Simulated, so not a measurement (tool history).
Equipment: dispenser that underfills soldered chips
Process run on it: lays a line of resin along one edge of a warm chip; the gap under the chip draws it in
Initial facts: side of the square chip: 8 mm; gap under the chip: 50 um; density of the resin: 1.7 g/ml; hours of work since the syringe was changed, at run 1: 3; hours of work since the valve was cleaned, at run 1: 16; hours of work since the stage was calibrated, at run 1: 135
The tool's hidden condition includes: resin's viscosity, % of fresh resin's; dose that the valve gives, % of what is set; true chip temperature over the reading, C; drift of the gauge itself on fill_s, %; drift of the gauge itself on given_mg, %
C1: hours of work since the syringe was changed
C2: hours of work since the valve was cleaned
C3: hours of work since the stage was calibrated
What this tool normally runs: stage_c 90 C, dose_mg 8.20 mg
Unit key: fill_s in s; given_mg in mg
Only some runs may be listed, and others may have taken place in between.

Run 1, hour 0.0: usual settings; C1 3; C2 16; C3 135. Result: fill_s 83.2 s, given_mg 8.18 mg.
Run 2, hour 5.3: usual settings; C1 6; C2 19; C3 138. Result: fill_s 106.1 s, given_mg 8.16 mg.
Run 3, hour 11.1: usual settings but dose_mg 9.69 mg; C1 10; C2 23; C3 142. Result: fill_s 132.5 s, given_mg 9.62 mg.
At hour 12.6: new syringe of resin.
Run 4, hour 18.1: usual settings but dose_mg 9.69 mg; C1 3; C2 27; C3 146. Result: fill_s 84.2 s, given_mg 9.59 mg.
Run 5, hour 25.5: usual settings but dose_mg 9.69 mg; C1 8; C2 31; C3 151. Result: fill_s 119.7 s, given_mg 9.58 mg.
At hour 29.7: new syringe of resin.
Run 6, hour 36.2: usual settings; C1 4; C2 38; C3 157. Result: fill_s 91.3 s, given_mg 8.12 mg.
Run 7, hour 42.8: usual settings but stage_c 104 C; C1 8; C2 42; C3 161. Result: fill_s 65.3 s, given_mg 8.09 mg.
At hour 46.7: new syringe of resin.
Run 8, hour 51.2: usual settings but stage_c 104 C; C1 3; C2 47; C3 167. Result: fill_s 42.8 s, given_mg 8.05 mg.
Run 9, hour 55.6: usual settings but stage_c 78 C, dose_mg 10.28 mg; C1 6; C2 50; C3 169. Result: fill_s 176.8 s, given_mg 10.10 mg.
Run 10, hour 60.3: usual settings but stage_c 94 C, dose_mg 9.08 mg; C1 8; C2 53; C3 172. Result: fill_s 101.8 s, given_mg 8.91 mg.
At hour 64.2: new syringe of resin.
Run 11, hour 68.7: usual settings but stage_c 80 C, dose_mg 10.35 mg; C1 3; C2 58; C3 177. Result: fill_s 132.5 s, given_mg 10.14 mg.
Run 12, hour 74.0: usual settings but stage_c 80 C, dose_mg 9.49 mg; C1 6; C2 61; C3 181. Result: fill_s 168.8 s, given_mg 9.27 mg.
At hour 81.4: new syringe of resin.
Run 13, hour 81.4: usual settings but stage_c 87 C, dose_mg 9.43 mg; C1 0; C2 66; C3 185. Result: fill_s 74.6 s, given_mg 9.19 mg.
Run 14, hour 86.8: usual settings but stage_c 87 C, dose_mg 9.87 mg; C1 3; C2 69; C3 188. Result: fill_s 96.3 s, given_mg 9.62 mg.
Run 15, hour 93.9: usual settings but stage_c 83 C, dose_mg 8.37 mg; C1 8; C2 73; C3 193. Result: fill_s 167.7 s, given_mg 8.14 mg.
At hour 98.3: new syringe of resin.
Run 16, hour 101.1: usual settings but stage_c 83 C, dose_mg 8.37 mg; C1 2; C2 78; C3 197. Result: fill_s 104.3 s, given_mg 8.11 mg.

Predict each of these 5 candidate next runs independently; none follows another, all start after run 16:
Run A, hour 108.1: usual settings but stage_c 96 C, dose_mg 8.53 mg; C1 6; C2 82; C3 202. Result: fill_s ?, given_mg ?.
Run B, hour 108.1: usual settings but stage_c 82 C; C1 6; C2 82; C3 202. Result: fill_s ?, given_mg ?.
Run C, hour 108.1: usual settings but stage_c 96 C, dose_mg 9.89 mg; C1 6; C2 82; C3 202. Result: fill_s ?, given_mg ?.
Run D, hour 108.1: usual settings but stage_c 78 C, dose_mg 7.92 mg; C1 6; C2 82; C3 202. Result: fill_s ?, given_mg ?.
Run E, hour 108.1: usual settings but stage_c 94 C, dose_mg 8.60 mg; C1 6; C2 82; C3 202. Result: fill_s ?, given_mg ?.

run  fill_s  given_mg
  A    77.4      8.27
  B   152.9      7.95
  C    76.6      9.60
  D   189.1      7.72
  E    83.6      8.31
With the hidden condition removed and each run's random variation left untouched, the same runs would have given:
run  fill_s  given_mg
  A    52.7      8.52
  B   104.7      8.19
  C    52.4      9.89
  D   129.4      7.95
  E    57.1      8.56

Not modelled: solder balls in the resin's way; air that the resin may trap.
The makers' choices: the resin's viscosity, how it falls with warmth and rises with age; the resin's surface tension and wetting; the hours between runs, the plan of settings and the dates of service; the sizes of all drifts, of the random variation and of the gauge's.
